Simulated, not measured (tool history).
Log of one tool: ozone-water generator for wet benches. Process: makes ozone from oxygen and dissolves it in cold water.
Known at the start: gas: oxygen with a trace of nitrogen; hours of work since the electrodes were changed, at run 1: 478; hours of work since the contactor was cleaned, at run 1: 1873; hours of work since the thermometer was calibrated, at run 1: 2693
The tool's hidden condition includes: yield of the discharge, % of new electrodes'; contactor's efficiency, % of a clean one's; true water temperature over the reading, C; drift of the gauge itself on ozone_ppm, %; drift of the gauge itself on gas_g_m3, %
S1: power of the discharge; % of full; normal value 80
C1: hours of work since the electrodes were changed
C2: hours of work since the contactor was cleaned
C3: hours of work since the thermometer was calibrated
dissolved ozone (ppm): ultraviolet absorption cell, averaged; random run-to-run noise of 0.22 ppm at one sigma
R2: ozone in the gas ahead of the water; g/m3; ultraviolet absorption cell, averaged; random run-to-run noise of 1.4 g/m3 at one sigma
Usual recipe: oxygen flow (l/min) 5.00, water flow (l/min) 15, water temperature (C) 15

Run 1, hour 0.0: usual settings; C1 478; C2 1873; C3 2693. Result: dissolved ozone (ppm) 31.3, R2 265.6 g/m3.
Run 2, hour 41.1: usual settings; C1 508; C2 1902; C3 2723. Result: dissolved ozone (ppm) 31.4, R2 266.9 g/m3.
Run 3, hour 75.8: usual settings; C1 533; C2 1927; C3 2747. Result: dissolved ozone (ppm) 31.6, R2 265.8 g/m3.
Run 4, hour 129.5: usual settings but S1 45 % of full; C1 571; C2 1966; C3 2786. Result: dissolved ozone (ppm) 18.9, R2 162.0 g/m3.
Run 5, hour 166.5: usual settings but S1 45 % of full; C1 598; C2 1992; C3 2812. Result: dissolved ozone (ppm) 19.2, R2 162.2 g/m3.
Run 6, hour 211.1: usual settings but S1 45 % of full; C1 630; C2 2024; C3 2844. Result: dissolved ozone (ppm) 18.7, R2 161.9 g/m3.
Run 7, hour 256.3: usual settings but S1 45 % of full, water temperature (C) 22; C1 662; C2 2056; C3 2877. Result: dissolved ozone (ppm) 17.0, R2 162.5 g/m3.
Run 8, hour 316.8: usual settings but water temperature (C) 12; C1 705; C2 2100; C3 2920. Result: dissolved ozone (ppm) 32.8, R2 266.1 g/m3.
Run 9, hour 365.2: usual settings but water temperature (C) 12; C1 740; C2 2134; C3 2955. Result: dissolved ozone (ppm) 32.7, R2 266.4 g/m3.
Run 10, hour 408.4: usual settings but water temperature (C) 12; C1 771; C2 2165; C3 2986. Result: dissolved ozone (ppm) 32.6, R2 265.3 g/m3.
Run 11, hour 466.0: usual settings but water temperature (C) 12; C1 812; C2 2207; C3 3027. Result: dissolved ozone (ppm) 32.6, R2 265.4 g/m3.
Run 12, hour 521.2: usual settings but water temperature (C) 12; C1 852; C2 2246; C3 3066. Result: dissolved ozone (ppm) 32.9, R2 265.7 g/m3.
Run 13, hour 572.2: usual settings but water temperature (C) 12; C1 888; C2 2283; C3 3103. Result: dissolved ozone (ppm) 32.6, R2 266.9 g/m3.
Run 14, hour 610.5: usual settings; C1 916; C2 2310; C3 3130. Result: dissolved ozone (ppm) 31.0, R2 263.8 g/m3.
Run 15, hour 692.5: usual settings; C1 974; C2 2369; C3 3189. Result: dissolved ozone (ppm) 30.9, R2 263.4 g/m3.
At hour 764.6: water thermometer calibrated.
Run 16, hour 773.9: usual settings but oxygen flow (l/min) 6.02; C1 1032; C2 2427; C3 7. Result: dissolved ozone (ppm) 31.4, R2 239.5 g/m3.
Run 17, hour 837.3: usual settings but oxygen flow (l/min) 6.02; C1 1078; C2 2472; C3 52. Result: dissolved ozone (ppm) 31.0, R2 239.5 g/m3.
Run 18, hour 888.3: usual settings but oxygen flow (l/min) 6.02; C1 1114; C2 2509; C3 89. Result: dissolved ozone (ppm) 30.9, R2 240.7 g/m3.
Run 19, hour 926.1: usual settings but S1 94 % of full, water flow (l/min) 23, water temperature (C) 18; C1 1141; C2 2536; C3 116. Result: dissolved ozone (ppm) 23.2, R2 301.5 g/m3.
Run 20, hour 1010.2: usual settings but S1 94 % of full, oxygen flow (l/min) 4.47, water flow (l/min) 23, water temperature (C) 23; C1 1201; C2 2596; C3 176. Result: dissolved ozone (ppm) 21.5, R2 321.9 g/m3.
Run 21, hour 1085.0: usual settings but water flow (l/min) 17, water temperature (C) 22; C1 1255; C2 2650; C3 229. Result: dissolved ozone (ppm) 25.1, R2 264.2 g/m3.
Run 22, hour 1153.5: usual settings but S1 88 % of full, oxygen flow (l/min) 4.59, water flow (l/min) 23, water temperature (C) 17; C1 1304; C2 2699; C3 279. Result: dissolved ozone (ppm) 21.8, R2 302.5 g/m3.
Run 23, hour 1205.0: usual settings but S1 64 % of full, oxygen flow (l/min) 6.14, water flow (l/min) 10; C1 1341; C2 2735; C3 315. Result: dissolved ozone (ppm) 33.8, R2 195.4 g/m3.
Run 24, hour 1264.4: usual settings but S1 51 % of full; C1 1384; C2 2778; C3 358. Result: dissolved ozone (ppm) 21.3, R2 178.7 g/m3.
Run 25, hour 1328.5: usual settings but S1 53 % of full, oxygen flow (l/min) 3.40, water flow (l/min) 13, water temperature (C) 17; C1 1429; C2 2824; C3 404. Result: dissolved ozone (ppm) 23.8, R2 228.5 g/m3.
Run 26, hour 1379.7: usual settings but S1 91 % of full, oxygen flow (l/min) 8.58, water flow (l/min) 24, water temperature (C) 17; C1 1466; C2 2861; C3 441. Result: dissolved ozone (ppm) 22.0, R2 221.5 g/m3.
Run 27, hour 1462.3: usual settings but S1 91 % of full, oxygen flow (l/min) 8.58, water flow (l/min) 24, water temperature (C) 17; C1 1525; C2 2920; C3 500. Result: dissolved ozone (ppm) 22.1, R2 218.8 g/m3.
Run 28, hour 1502.4: usual settings but S1 95 % of full, water temperature (C) 7; C1 1554; C2 2949; C3 528. Result: dissolved ozone (ppm) 40.2, R2 305.9 g/m3.
Run 29, hour 1551.8: usual settings but S1 95 % of full, water temperature (C) 7; C1 1589; C2 2984; C3 564. Result: dissolved ozone (ppm) 40.3, R2 300.5 g/m3.
Run 30, hour 1586.4: usual settings but water flow (l/min) 21, water temperature (C) 9; C1 1614; C2 3009; C3 589. Result: dissolved ozone (ppm) 24.6, R2 260.4 g/m3.
Run 31, hour 1622.1: usual settings but water flow (l/min) 21, water temperature (C) 9; C1 1640; C2 3034; C3 614. Result: dissolved ozone (ppm) 24.5, R2 262.9 g/m3.
Run 32, hour 1662.1: usual settings but S1 67 % of full, oxygen flow (l/min) 6.12, water flow (l/min) 20, water temperature (C) 9; C1 1668; C2 3063; C3 643. Result: dissolved ozone (ppm) 22.5, R2 201.8 g/m3.
Run 33, hour 1730.7: usual settings but S1 67 % of full, oxygen flow (l/min) 6.12, water flow (l/min) 20, water temperature (C) 9; C1 1718; C2 3112; C3 692. Result: dissolved ozone (ppm) 22.5, R2 202.7 g/m3.
Run 34, hour 1792.7: usual settings but water temperature (C) 20; C1 1762; C2 3156; C3 736. Result: dissolved ozone (ppm) 28.5, R2 260.6 g/m3.

How the hidden state differs across the entries between the runs, from the last listed run before each to the first after it:
Logged between run 15 and run 16: water thermometer calibrated (hour 764.6)
  yield of the discharge, % of new electrodes': 98.4 -> 98.3; true water temperature over the reading, C: 0.18 -> -0.07
  measured minus no-state result, dissolved ozone (ppm): -1.0 -> -0.9; R2: -4.8 -> -4.5 g/m3
